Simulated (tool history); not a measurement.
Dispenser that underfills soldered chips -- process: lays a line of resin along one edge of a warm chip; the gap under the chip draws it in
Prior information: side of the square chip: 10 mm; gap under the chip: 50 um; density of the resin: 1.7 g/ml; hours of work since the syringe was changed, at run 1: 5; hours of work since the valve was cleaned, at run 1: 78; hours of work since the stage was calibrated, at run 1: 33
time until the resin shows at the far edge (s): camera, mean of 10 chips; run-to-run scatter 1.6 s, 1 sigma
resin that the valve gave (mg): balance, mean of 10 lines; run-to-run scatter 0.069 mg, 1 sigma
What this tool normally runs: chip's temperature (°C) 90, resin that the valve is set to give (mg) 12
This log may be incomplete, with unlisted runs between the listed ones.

| run | hour | chip's temperature (°C) | resin that the valve is set to give (mg) | hours of work since the syringe was changed | hours of work since the valve was cleaned | hours of work since the stage was calibrated | time until the resin shows at the far edge (s) | resin that the valve gave (mg) |
|---|---|---|---|---|---|---|---|---|
| 1 | 0 | 90 | 12 | 5 | 78 | 33 | 217.6 | 11.59 |
| 2 | 3.7 | 102 | 12 | 7 | 80 | 35 | 157 | 11.72 |
|  | 5.1 | new syringe of resin |
| 3 | 7.9 | 102 | 12 | 2 | 83 | 38 | 106.3 | 11.42 |
| 4 | 13.2 | 90 | 12 | 6 | 87 | 42 | 222.1 | 11.48 |
|  | 16.8 | new syringe of resin |
| 5 | 20 | 90 | 12 | 2 | 91 | 46 | 184.7 | 11.42 |
| 6 | 25.6 | 91 | 12 | 6 | 95 | 50 | 224 | 11.48 |
|  | 28.5 | new syringe of resin |
| 7 | 32.8 | 91 | 12 | 3 | 100 | 55 | 186.3 | 11.37 |
|  | 34.6 | dispensing valve cleaned and set on the balance |
| 8 | 40.3 | 91 | 12 | 8 | 4 | 60 | 246.9 | 11.98 |
|  | 41.4 | new syringe of resin |
| 9 | 43.9 | 91 | 12 | 2 | 6 | 62 | 170 | 11.92 |
| 10 | 48.4 | 90 | 13.8 | 5 | 9 | 65 | 209.6 | 13.76 |
|  | 53.5 | new syringe of resin |
| 11 | 54.7 | 90 | 13.8 | 1 | 14 | 69 | 161.9 | 13.61 |
| 12 | 58.2 | 90 | 12 | 3 | 16 | 72 | 190.6 | 11.87 |
| 13 | 63.2 | 90 | 12 | 7 | 19 | 75 | 241.9 | 12 |
|  | 65.4 | new syringe of resin |
| 14 | 69.4 | 90 | 12 | 3 | 24 | 79 | 189.9 | 11.8 |
| 15 | 76.1 | 90 | 11.7 | 7 | 28 | 84 | 249.4 | 11.54 |
|  | 77.1 | new syringe of resin |
| 16 | 79.5 | 97 | 11.7 | 2 | 30 | 86 | 132 | 11.55 |
| 17 | 85.3 | 97 | 11.7 | 6 | 34 | 90 | 172.5 | 11.43 |
|  | 88.9 | new syringe of resin |
| 18 | 89.4 | 85 | 13.2 | 0 | 37 | 93 | 202.7 | 12.99 |
| 19 | 94.2 | 92 | 11 | 4 | 40 | 96 | 192.9 | 10.85 |
|  | 100.8 | new syringe of resin |
| 20 | 100.8 | 98 | 13.3 | 0 | 45 | 100 | 109 | 13.13 |
| 21 | 106.7 | 98 | 13.3 | 4 | 49 | 105 | 146.2 | 13.06 |
| 22 | 111.4 | 98 | 13.3 | 7 | 52 | 108 | 177.5 | 13.04 |
|  | 112.8 | new syringe of resin |
| 23 | 115 | 75 | 13.1 | 2 | 54 | 110 | 345.5 | 12.86 |
| 24 | 119.6 | 90 | 10.9 | 5 | 58 | 113 | 224.3 | 10.48 |
| 25 | 122.3 | 100 | 10.9 | 7 | 60 | 115 | 168.2 | 10.64 |
|  | 124.5 | new syringe of resin |
| 26 | 129.1 | 90 | 13.2 | 3 | 64 | 120 | 196.4 | 12.9 |
| 27 | 133.7 | 85 | 14.2 | 6 | 67 | 123 | 293.2 | 13.68 |
|  | 136.3 | new syringe of resin |
| 28 | 138.8 | 85 | 14.2 | 2 | 71 | 126 | 215.5 | 13.64 |
| 29 | 145.2 | 85 | 14.2 | 6 | 75 | 131 | 288.4 | 13.69 |
|  | 148.2 | new syringe of resin |
| 30 | 151.7 | 99 | 12.4 | 2 | 79 | 135 | 126 | 11.87 |
| 31 | 157.5 | 102 | 15.5 | 6 | 83 | 139 | 141.6 | 14.96 |
|  | 160 | new syringe of resin |
| 32 | 162.2 | 82 | 10.3 | 2 | 86 | 142 | 270.8 | 9.85 |
| 33 | 167.2 | 82 | 10.3 | 5 | 90 | 146 | 339.9 | 9.86 |
| 34 | 170.4 | 88 | 10.7 | 7 | 92 | 148 | 295 | 10.21 |

For each entry between runs, how does the tool's hidden state at the last listed run before it compare with that at the first listed run after it?
Run 2 -> run 3: new syringe of resin (hour 5.1)
  resin's viscosity, % of fresh resin's: 159 -> 111.4; dose that the valve gives, % of what is set: 96.23 -> 96.1; true chip temperature over the reading, C: -0.22 -> -0.24
  measured less the result without the state, time until the resin shows at the far edge (s): +60 -> +12.6; resin that the valve gave (mg): -0.45 -> -0.47
Run 4 -> run 5: new syringe of resin (hour 16.8)
  resin's viscosity, % of fresh resin's: 140.2 -> 115.3; dose that the valve gives, % of what is set: 95.9 -> 95.67; true chip temperature over the reading, C: -0.27 -> -0.3
  measured less the result without the state, time until the resin shows at the far edge (s): +67.2 -> +28.3; resin that the valve gave (mg): -0.49 -> -0.52
Run 6 -> run 7: new syringe of resin (hour 28.5)
  resin's viscosity, % of fresh resin's: 146.8 -> 121; dose that the valve gives, % of what is set: 95.48 -> 95.26; true chip temperature over the reading, C: -0.33 -> -0.37
  measured less the result without the state, time until the resin shows at the far edge (s): +75.1 -> +36.5; resin that the valve gave (mg): -0.54 -> -0.57
Run 7 -> run 8: dispensing valve cleaned and set on the balance (hour 34.6)
  resin's viscosity, % of fresh resin's: 121 -> 159.6; dose that the valve gives, % of what is set: 95.26 -> 99.75; true chip temperature over the reading, C: -0.37 -> -0.4
  measured less the result without the state, time until the resin shows at the far edge (s): +36.5 -> +94.9; resin that the valve gave (mg): -0.57 -> -0.03
Run 8 -> run 9: new syringe of resin (hour 41.4)
  resin's viscosity, % of fresh resin's: 159.6 -> 110.9; dose that the valve gives, % of what is set: 99.75 -> 99.62; true chip temperature over the reading, C: -0.4 -> -0.42
  measured less the result without the state, time until the resin shows at the far edge (s): +94.9 -> +19.6; resin that the valve gave (mg): -0.03 -> -0.05
Run 10 -> run 11: new syringe of resin (hour 53.5)
  resin's viscosity, % of fresh resin's: 134.6 -> 104.1; dose that the valve gives, % of what is set: 99.46 -> 99.26; true chip temperature over the reading, C: -0.44 -> -0.48
  measured less the result without the state, time until the resin shows at the far edge (s): +56.9 -> +9.6; resin that the valve gave (mg): -0.07 -> -0.1
Run 13 -> run 14: new syringe of resin (hour 65.4)
  resin's viscosity, % of fresh resin's: 149.9 -> 118.2; dose that the valve gives, % of what is set: 98.96 -> 98.75; true chip temperature over the reading, C: -0.52 -> -0.55
  measured less the result without the state, time until the resin shows at the far edge (s): +84.6 -> +33.5; resin that the valve gave (mg): -0.13 -> -0.15
Run 15 -> run 16: new syringe of resin (hour 77.1)
  resin's viscosity, % of fresh resin's: 157.6 -> 110.3; dose that the valve gives, % of what is set: 98.53 -> 98.43; true chip temperature over the reading, C: -0.58 -> -0.6
  measured less the result without the state, time until the resin shows at the far edge (s): +95.8 -> +15.7; resin that the valve gave (mg): -0.17 -> -0.18
Run 17 -> run 18: new syringe of resin (hour 88.9)
  resin's viscosity, % of fresh resin's: 141.7 -> 102.9; dose that the valve gives, % of what is set: 98.23 -> 98.09; true chip temperature over the reading, C: -0.63 -> -0.65
  measured less the result without the state, time until the resin shows at the far edge (s): +54.2 -> +11.8; resin that the valve gave (mg): -0.21 -> -0.26
Run 19 -> run 20: new syringe of resin (hour 100.8)
  resin's viscosity, % of fresh resin's: 126.7 -> 99.6; dose that the valve gives, % of what is set: 97.93 -> 97.73; true chip temperature over the reading, C: -0.67 -> -0.7
  measured less the result without the state, time until the resin shows at the far edge (s): +46 -> +3; resin that the valve gave (mg): -0.23 -> -0.31
Run 22 -> run 23: new syringe of resin (hour 112.8)
  resin's viscosity, % of fresh resin's: 157.2 -> 110.9; dose that the valve gives, % of what is set: 97.38 -> 97.26; true chip temperature over the reading, C: -0.75 -> -0.77
  measured less the result without the state, time until the resin shows at the far edge (s): +68.8 -> +46.2; resin that the valve gave (mg): -0.35 -> -0.36
Run 25 -> run 26: new syringe of resin (hour 124.5)
  resin's viscosity, % of fresh resin's: 152.4 -> 122.5; dose that the valve gives, % of what is set: 97.01 -> 96.79; true chip temperature over the reading, C: -0.81 -> -0.84
  measured less the result without the state, time until the resin shows at the far edge (s): +62.3 -> +42.5; resin that the valve gave (mg): -0.33 -> -0.42
Run 27 -> run 28: new syringe of resin (hour 136.3)
  resin's viscosity, % of fresh resin's: 149.5 -> 109.3; dose that the valve gives, % of what is set: 96.65 -> 96.5; true chip temperature over the reading, C: -0.86 -> -0.89
  measured less the result without the state, time until the resin shows at the far edge (s): +105.1 -> +26.7; resin that the valve gave (mg): -0.48 -> -0.5
Run 29 -> run 30: new syringe of resin (hour 148.2)
  resin's viscosity, % of fresh resin's: 144.2 -> 115.2; dose that the valve gives, % of what is set: 96.27 -> 96.06; true chip temperature over the reading, C: -0.92 -> -0.95
  measured less the result without the state, time until the resin shows at the far edge (s): +97.3 -> +21.6; resin that the valve gave (mg): -0.53 -> -0.49
Run 31 -> run 32: new syringe of resin (hour 160)
  resin's viscosity, % of fresh resin's: 148 -> 110.9; dose that the valve gives, % of what is set: 95.86 -> 95.71; true chip temperature over the reading, C: -0.98 -> -1.01
  measured less the result without the state, time until the resin shows at the far edge (s): +49.8 -> +41.6; resin that the valve gave (mg): -0.65 -> -0.44
